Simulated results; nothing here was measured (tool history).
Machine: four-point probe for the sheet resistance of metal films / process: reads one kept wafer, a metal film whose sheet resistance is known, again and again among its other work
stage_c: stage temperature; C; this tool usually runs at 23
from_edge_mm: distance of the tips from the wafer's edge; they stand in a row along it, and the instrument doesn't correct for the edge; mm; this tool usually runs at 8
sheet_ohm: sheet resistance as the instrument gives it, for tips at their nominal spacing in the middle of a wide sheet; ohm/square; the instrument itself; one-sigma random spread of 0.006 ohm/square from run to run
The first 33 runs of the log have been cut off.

run    hour  stage_c  from_edge_mm  sheet_ohm
 34  3000.3       33            13  30.028385
 35  3131.0       23             4  30.220528
 36  3247.4       28            24  29.920921
 37  3333.3       28            24  29.914223
 38  3410.0       31            15  29.996227
 39  3520.0       23             7  29.951953
 40  3590.8       19            11  29.803090
 41  3696.1       19            11  29.800757
 42  3780.6       19            11  29.794542
 43  3904.1       20             8  29.868608
 44  3966.3       27            49  29.874456
 45  4060.1       32             9  30.050886
 46  4162.5       22            37  29.794759

What if the next run were any one of these 3? Each begins from the tool's condition after run 46:
  A  4242.4       22             8          ?
  B  4242.4       20            30          ?
  C  4242.4       31            58          ?

run  sheet_ohm
  A  29.887571
  B  29.775644
  C  29.946380
Take away the tool's hidden state, keep each run's random variation, and the runs would have read:
run  sheet_ohm
  A  29.982363
  B  29.869681
  C  30.043307
